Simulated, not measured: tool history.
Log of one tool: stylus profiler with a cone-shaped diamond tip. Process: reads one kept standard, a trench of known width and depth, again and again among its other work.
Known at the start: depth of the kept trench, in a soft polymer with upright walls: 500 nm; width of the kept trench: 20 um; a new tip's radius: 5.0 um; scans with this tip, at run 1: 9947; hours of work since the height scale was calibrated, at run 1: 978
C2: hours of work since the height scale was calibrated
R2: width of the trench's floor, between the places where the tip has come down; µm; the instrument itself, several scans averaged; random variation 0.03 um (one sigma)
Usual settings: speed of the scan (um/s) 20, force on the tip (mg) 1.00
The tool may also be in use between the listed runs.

Run 1, hour 0.0: usual settings; scans with this tip 9947; C2 978. Result: depth of the trench (Å) 5014.6, R2 14.97 µm.
Run 2, hour 91.5: usual settings; scans with this tip 10229; C2 1039. Result: depth of the trench (Å) 5015.1, R2 14.97 µm.
At hour 155.5: height scale calibrated on a step standard.
Run 3, hour 195.8: usual settings but speed of the scan (um/s) 34; scans with this tip 10549; C2 27. Result: depth of the trench (Å) 5031.1, R2 14.91 µm.
Run 4, hour 308.7: usual settings but force on the tip (mg) 0.47; scans with this tip 10896; C2 103. Result: depth of the trench (Å) 5017.8, R2 14.87 µm.
Run 5, hour 437.1: usual settings but speed of the scan (um/s) 40, force on the tip (mg) 0.47; scans with this tip 11292; C2 190. Result: depth of the trench (Å) 5014.8, R2 14.61 µm.
Run 6, hour 559.9: usual settings but speed of the scan (um/s) 40, force on the tip (mg) 0.47; scans with this tip 11670; C2 272. Result: depth of the trench (Å) 5014.3, R2 14.61 µm.
Run 7, hour 678.6: usual settings but speed of the scan (um/s) 19, force on the tip (mg) 1.05; scans with this tip 12036; C2 352. Result: depth of the trench (Å) 5026.4, R2 14.94 µm.
Run 8, hour 799.5: usual settings but speed of the scan (um/s) 7; scans with this tip 12408; C2 434. Result: depth of the trench (Å) 5023.3, R2 15.00 µm.
Run 9, hour 891.0: usual settings but speed of the scan (um/s) 12, force on the tip (mg) 1.80; scans with this tip 12690; C2 496. Result: depth of the trench (Å) 5040.6, R2 14.95 µm.
Run 10, hour 995.6: usual settings but speed of the scan (um/s) 12, force on the tip (mg) 2.46; scans with this tip 13012; C2 566. Result: depth of the trench (Å) 5045.8, R2 14.93 µm.
Run 11, hour 1103.4: usual settings but speed of the scan (um/s) 5, force on the tip (mg) 0.42; scans with this tip 13344; C2 639. Result: depth of the trench (Å) 5008.1, R2 14.92 µm.

Forecast each of these 4 alternatives for the next run:
Run A, hour 1222.4: usual settings but speed of the scan (um/s) 5, force on the tip (mg) 1.62; scans with this tip 13710; C2 719. Result: depth of the trench (Å) ?, R2 ?.
Run B, hour 1222.4: usual settings but force on the tip (mg) 0.65; scans with this tip 13710; C2 719. Result: depth of the trench (Å) ?, R2 ?.
Run C, hour 1222.4: usual settings but speed of the scan (um/s) 5, force on the tip (mg) 0.51; scans with this tip 13710; C2 719. Result: depth of the trench (Å) ?, R2 ?.
Run D, hour 1222.4: usual settings but speed of the scan (um/s) 48; scans with this tip 13710; C2 719. Result: depth of the trench (Å) ?, R2 ?.

run  depth of the trench (Å)     R2
  A                   5031.7  15.01
  B                   5013.8  14.81
  C                   5010.1  14.92
  D                   5021.5  14.61
Without the tool's hidden state the same runs would have given:
run  depth of the trench (Å)     R2
  A                   5040.0  15.66
  B                   5022.1  15.45
  C                   5018.4  15.57
  D                   5029.8  15.26
